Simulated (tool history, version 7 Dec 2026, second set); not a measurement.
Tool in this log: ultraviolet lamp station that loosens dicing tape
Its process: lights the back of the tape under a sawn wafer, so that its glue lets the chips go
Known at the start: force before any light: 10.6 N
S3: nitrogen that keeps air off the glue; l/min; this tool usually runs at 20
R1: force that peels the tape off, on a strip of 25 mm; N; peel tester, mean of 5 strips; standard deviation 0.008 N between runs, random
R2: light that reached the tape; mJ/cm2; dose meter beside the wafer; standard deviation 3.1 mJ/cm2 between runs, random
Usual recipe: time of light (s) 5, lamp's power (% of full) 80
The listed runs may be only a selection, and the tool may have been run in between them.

{"run": 1, "hour": 0.0, "time of light (s)": 5, "lamp's power (% of full)": 80, "S3": 20, "R1": 0.362, "R2": 448}
{"run": 2, "hour": 9.1, "time of light (s)": 5, "lamp's power (% of full)": 80, "S3": 20, "R1": 0.366, "R2": 445}
{"run": 3, "hour": 16.6, "time of light (s)": 5, "lamp's power (% of full)": 80, "S3": 20, "R1": 0.388, "R2": 442}
{"run": 4, "hour": 22.6, "time of light (s)": 5, "lamp's power (% of full)": 80, "S3": 20, "R1": 0.373, "R2": 445}
{"run": 5, "hour": 33.0, "time of light (s)": 5, "lamp's power (% of full)": 80, "S3": 20, "R1": 0.371, "R2": 440}
{"run": 6, "hour": 39.4, "time of light (s)": 5, "lamp's power (% of full)": 80, "S3": 20, "R1": 0.37, "R2": 443}
{"run": 7, "hour": 48.9, "time of light (s)": 5, "lamp's power (% of full)": 92, "S3": 20, "R1": 0.278, "R2": 506}
{"run": 8, "hour": 56.2, "time of light (s)": 3, "lamp's power (% of full)": 92, "S3": 20, "R1": 0.884, "R2": 298}
{"run": 9, "hour": 61.1, "time of light (s)": 3, "lamp's power (% of full)": 92, "S3": 20, "R1": 0.919, "R2": 304}
{"run": 10, "hour": 67.7, "time of light (s)": 5, "lamp's power (% of full)": 99, "S3": 20, "R1": 0.264, "R2": 540}
{"run": 11, "hour": 76.5, "time of light (s)": 3, "lamp's power (% of full)": 80, "S3": 20, "R1": 1.229, "R2": 261}
{"run": 12, "hour": 82.6, "time of light (s)": 3, "lamp's power (% of full)": 80, "S3": 20, "R1": 1.208, "R2": 262}
{"run": 13, "hour": 91.5, "time of light (s)": 5, "lamp's power (% of full)": 80, "S3": 17, "R1": 0.442, "R2": 435}
{"run": 14, "hour": 98.0, "time of light (s)": 5, "lamp's power (% of full)": 80, "S3": 17, "R1": 0.46, "R2": 440}
{"run": 15, "hour": 104.5, "time of light (s)": 5, "lamp's power (% of full)": 80, "S3": 20, "R1": 0.386, "R2": 434}
{"run": 16, "hour": 111.3, "time of light (s)": 5, "lamp's power (% of full)": 80, "S3": 20, "R1": 0.402, "R2": 438}
{"run": 17, "hour": 122.3, "time of light (s)": 5, "lamp's power (% of full)": 80, "S3": 20, "R1": 0.4, "R2": 431}
{"run": 18, "hour": 128.6, "time of light (s)": 5, "lamp's power (% of full)": 87, "S3": 20, "R1": 0.326, "R2": 469}
{"run": 19, "hour": 135.4, "time of light (s)": 5, "lamp's power (% of full)": 87, "S3": 20, "R1": 0.34, "R2": 464}
{"run": 20, "hour": 140.0, "time of light (s)": 5, "lamp's power (% of full)": 87, "S3": 20, "R1": 0.325, "R2": 469}
{"run": 21, "hour": 149.0, "time of light (s)": 2, "lamp's power (% of full)": 80, "S3": 20, "R1": 2.482, "R2": 170}
{"run": 22, "hour": 155.5, "time of light (s)": 10, "lamp's power (% of full)": 80, "S3": 20, "R1": 0.166, "R2": 857}
{"run": 23, "hour": 163.7, "time of light (s)": 10, "lamp's power (% of full)": 65, "S3": 28, "R1": 0.172, "R2": 697}
{"run": 24, "hour": 171.1, "time of light (s)": 5, "lamp's power (% of full)": 85, "S3": 15, "R1": 0.471, "R2": 450}
{"run": 25, "hour": 177.7, "time of light (s)": 5, "lamp's power (% of full)": 85, "S3": 15, "R1": 0.455, "R2": 453}
{"run": 26, "hour": 187.5, "time of light (s)": 5, "lamp's power (% of full)": 71, "S3": 15, "R1": 0.732, "R2": 377}
{"run": 27, "hour": 194.0, "time of light (s)": 5, "lamp's power (% of full)": 92, "S3": 15, "R1": 0.4, "R2": 492}
{"run": 28, "hour": 203.8, "time of light (s)": 5, "lamp's power (% of full)": 92, "S3": 15, "R1": 0.396, "R2": 489}
{"run": 29, "hour": 214.2, "time of light (s)": 2, "lamp's power (% of full)": 67, "S3": 8, "R1": 4.613, "R2": 141}
{"run": 30, "hour": 222.0, "time of light (s)": 5, "lamp's power (% of full)": 64, "S3": 8, "R1": 1.546, "R2": 335}
{"run": 31, "hour": 228.9, "time of light (s)": 4, "lamp's power (% of full)": 64, "S3": 8, "R1": 2.126, "R2": 269}
{"run": 32, "hour": 237.9, "time of light (s)": 3, "lamp's power (% of full)": 80, "S3": 8, "R1": 2.554, "R2": 253}
{"run": 33, "hour": 246.5, "time of light (s)": 8, "lamp's power (% of full)": 80, "S3": 9, "R1": 0.312, "R2": 674}
{"run": 34, "hour": 254.5, "time of light (s)": 6, "lamp's power (% of full)": 87, "S3": 7, "R1": 0.627, "R2": 542}
{"run": 35, "hour": 262.9, "time of light (s)": 5, "lamp's power (% of full)": 81, "S3": 8, "R1": 0.995, "R2": 422}
{"run": 36, "hour": 270.2, "time of light (s)": 5, "lamp's power (% of full)": 62, "S3": 9, "R1": 1.554, "R2": 320}
{"run": 37, "hour": 276.5, "time of light (s)": 5, "lamp's power (% of full)": 66, "S3": 31, "R1": 0.485, "R2": 340}
{"run": 38, "hour": 281.5, "time of light (s)": 4, "lamp's power (% of full)": 100, "S3": 31, "R1": 0.298, "R2": 417}
{"run": 39, "hour": 289.4, "time of light (s)": 4, "lamp's power (% of full)": 70, "S3": 20, "R1": 0.998, "R2": 293}
{"run": 40, "hour": 300.5, "time of light (s)": 6, "lamp's power (% of full)": 80, "S3": 6, "R1": 0.905, "R2": 494}
{"run": 41, "hour": 310.0, "time of light (s)": 6, "lamp's power (% of full)": 80, "S3": 6, "R1": 0.895, "R2": 493}
{"run": 42, "hour": 319.1, "time of light (s)": 6, "lamp's power (% of full)": 80, "S3": 20, "R1": 0.311, "R2": 497}
{"run": 43, "hour": 324.7, "time of light (s)": 8, "lamp's power (% of full)": 63, "S3": 7, "R1": 0.727, "R2": 512}

Below are 4 alternative next runs, each starting from the tool's condition after run 43. Predict each:
{"run": "A", "hour": 331.4, "time of light (s)": 9, "lamp's power (% of full)": 73, "S3": 36, "R1": "?", "R2": "?"}
{"run": "B", "hour": 331.4, "time of light (s)": 4, "lamp's power (% of full)": 94, "S3": 40, "R1": "?", "R2": "?"}
{"run": "C", "hour": 331.4, "time of light (s)": 8, "lamp's power (% of full)": 63, "S3": 18, "R1": "?", "R2": "?"}
{"run": "D", "hour": 331.4, "time of light (s)": 5, "lamp's power (% of full)": 91, "S3": 23, "R1": "?", "R2": "?"}

run=A R1=0.186 R2=672
run=B R1=0.321 R2=383
run=C R1=0.303 R2=511
run=D R1=0.298 R2=468
Had the tool no hidden state, the same runs would have come out as:
run=A R1=0.180 R2=795
run=B R1=0.237 R2=453
run=C R1=0.229 R2=605
run=D R1=0.219 R2=553
